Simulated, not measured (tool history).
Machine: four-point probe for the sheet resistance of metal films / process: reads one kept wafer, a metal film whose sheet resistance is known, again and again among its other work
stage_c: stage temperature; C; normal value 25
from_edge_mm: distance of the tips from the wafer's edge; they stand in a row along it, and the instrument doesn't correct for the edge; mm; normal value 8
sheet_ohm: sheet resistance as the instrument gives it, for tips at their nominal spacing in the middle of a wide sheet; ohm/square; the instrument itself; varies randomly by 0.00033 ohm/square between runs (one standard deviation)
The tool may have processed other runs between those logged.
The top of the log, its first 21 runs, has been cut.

run	hour	stage_c	from_edge_mm	sheet_ohm
22	363.7	27	8	1.630802
# hour 368.8: stage's thermometer calibrated, once more
23	387.9	27	8	1.634425
24	412.1	27	3	1.667393
25	425.9	25	4	1.64938
26	438.7	27	8	1.63504
27	455.1	31	17	1.63393
28	470	31	17	1.63441
29	482	32	14	1.635625
30	498.9	27	22	1.630053
31	512.6	27	22	1.629928
32	534.1	27	22	1.629926
33	553.6	27	22	1.630236
34	572.8	28	33	1.630388
35	596.5	28	33	1.630772
36	610.8	25	3	1.666105
37	632.9	31	8	1.638156
38	648.5	31	6	1.642809
39	663.6	31	6	1.643236
40	687	23	8	1.631659
41	701.5	24	6	1.637338
42	724.4	24	6	1.636583
43	734.7	25	58	1.628339
44	755.3	25	58	1.628281
45	774.6	26	34	1.629635
46	785.9	26	34	1.629823

3 ways to go on from here, each from the tool as it stands after run 46. What would each give?
A	801.6	26	4	?
B	801.6	35	3	?
C	801.6	18	26	?

run	sheet_ohm
A	1.650999
B	1.675024
C	1.62197
Without the tool's hidden state the same runs would have given:
run	sheet_ohm
A	1.650321
B	1.67432
C	1.621317
